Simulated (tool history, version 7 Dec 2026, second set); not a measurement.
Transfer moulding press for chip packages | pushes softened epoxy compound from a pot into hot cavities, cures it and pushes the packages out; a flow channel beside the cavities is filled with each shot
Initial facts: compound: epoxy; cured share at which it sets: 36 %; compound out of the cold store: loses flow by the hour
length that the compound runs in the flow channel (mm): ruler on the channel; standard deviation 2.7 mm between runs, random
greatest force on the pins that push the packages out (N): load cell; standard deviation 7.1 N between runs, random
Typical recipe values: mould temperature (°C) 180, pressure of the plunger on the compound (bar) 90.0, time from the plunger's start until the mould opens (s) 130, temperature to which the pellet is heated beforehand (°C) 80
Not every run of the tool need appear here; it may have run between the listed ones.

run	day	mould temperature (°C)	pressure of the plunger on the compound (bar)	time from the plunger's start until the mould opens (s)	temperature to which the pellet is heated beforehand (°C)	incoming compound's hours out of the cold store	length that the compound runs in the flow channel (mm)	greatest force on the pins that push the packages out (N)
1	0.000	180	90.0	130	80	19.8	773	323
2	0.642	180	90.0	130	80	41.2	702	309
3	1.442	180	90.0	130	80	35.9	723	301
# day 1.742: cavities cleaned with cleaning compound and waxed
4	2.492	180	90.0	130	80	26.2	751	299
5	3.408	180	90.0	130	80	16.1	791	300
6	4.412	180	90.0	130	80	43.5	695	294
# day 4.754: cavities cleaned with cleaning compound and waxed
7	5.333	180	90.0	130	80	10.4	815	299
8	5.967	180	90.0	130	80	12.9	806	304
9	6.625	180	90.0	123	80	14.9	792	344
# day 7.788: cavities cleaned with cleaning compound and waxed
10	8.162	180	90.0	134	80	41.5	697	273
11	9.333	180	90.0	134	80	36.0	721	281
12	10.567	180	90.0	130	80	24.7	760	299
# day 10.833: cavities cleaned with cleaning compound and waxed
13	11.858	180	90.0	135	80	23.2	765	293
14	13.225	180	90.0	130	74	18.6	783	317
# day 13.867: cavities cleaned with cleaning compound and waxed
15	14.704	180	90.0	130	74	29.1	743	310
16	15.646	175	99.9	136	75	24.2	820	364
# day 16.933: cavities cleaned with cleaning compound and waxed
17	17.108	175	99.9	136	75	39.8	755	351
# day 17.396: plunger's sealing rings changed
18	17.817	183	90.0	130	80	31.7	725	266
19	19.079	175	90.0	148	80	25.7	774	316
# day 20.029: cavities cleaned with cleaning compound and waxed
20	20.029	175	90.0	148	80	11.1	836	340
21	21.058	176	81.2	157	78	21.7	748	287
# day 21.658: mould's thermocouples calibrated
22	22.000	176	81.2	157	78	15.5	769	300
23	22.767	178	75.0	133	73	41.4	640	319
# day 23.192: cavities cleaned with cleaning compound and waxed
24	24.012	184	78.2	115	85	38.8	649	294
25	24.983	188	95.1	116	81	40.9	703	276
26	25.762	187	98.5	130	80	43.2	703	266
# day 26.262: cavities cleaned with cleaning compound and waxed
27	26.567	187	98.5	130	80	18.7	799	263
28	27.742	187	98.5	130	80	23.3	782	259

Alternative continuations, all from the tool just after run 28; predict every row:
A	28.675	180	90.0	124	73	45.4	?	?
B	28.675	174	77.6	130	83	47.1	?	?
C	28.675	183	90.0	135	80	36.9	?	?

run	length that the compound runs in the flow channel (mm)	greatest force on the pins that push the packages out (N)
A	683	313
B	645	395
C	706	256
Stripped of hidden state, with their random variation kept, the same runs would have yielded:
run	length that the compound runs in the flow channel (mm)	greatest force on the pins that push the packages out (N)
A	683	309
B	646	390
C	707	253
